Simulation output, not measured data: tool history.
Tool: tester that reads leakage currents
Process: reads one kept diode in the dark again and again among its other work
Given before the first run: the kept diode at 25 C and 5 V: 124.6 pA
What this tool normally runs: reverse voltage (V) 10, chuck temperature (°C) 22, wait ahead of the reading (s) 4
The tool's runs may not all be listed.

run	hour	reverse voltage (V)	chuck temperature (°C)	wait ahead of the reading (s)	current that the tester gives (pA)
1	0	10	22	4	136.38
2	25.1	6.8	22	4	112.89
3	65.5	10	22	0.44	143.61
4	102.5	10	22	4	135.08
5	138.9	10	22	4	136.02
6	177.5	10	22	4	136.2
7	205.5	10	22	0.71	139.77
8	236.1	10	22	4	135.7
9	277.2	10	22	4	135.28
10	305.7	1.9	22	4	63.7
# hour 312.9: tester calibrated
11	361.7	1.9	22	4	63.83
12	398.4	1.9	22	4	63.98
13	452.7	1.9	22	4	63.62
14	493.4	3.1	22	3.22	78.58
15	536.2	3.1	22	3.22	78.2
# hour 558.6: tester calibrated, once more
16	571.3	2.1	22	4	66.43
17	608.6	17.3	22	5.85	179.12
18	660.6	5.6	22	6.13	102.01
19	687	5.6	22	6.13	102.4
20	721.8	5.6	22	6.13	102.87
21	748.3	5.6	22	6.13	102.44
22	785.3	10	40	4	504.23
23	826.9	3	34	0.75	197.64

Forecast run 24:
24	872.5	3	34	0.75	?

{"run 24": {"current that the tester gives (pA)": 197.83}}
Had the tool carried no hidden state, the very same run would have given current that the tester gives (pA) 215.31.
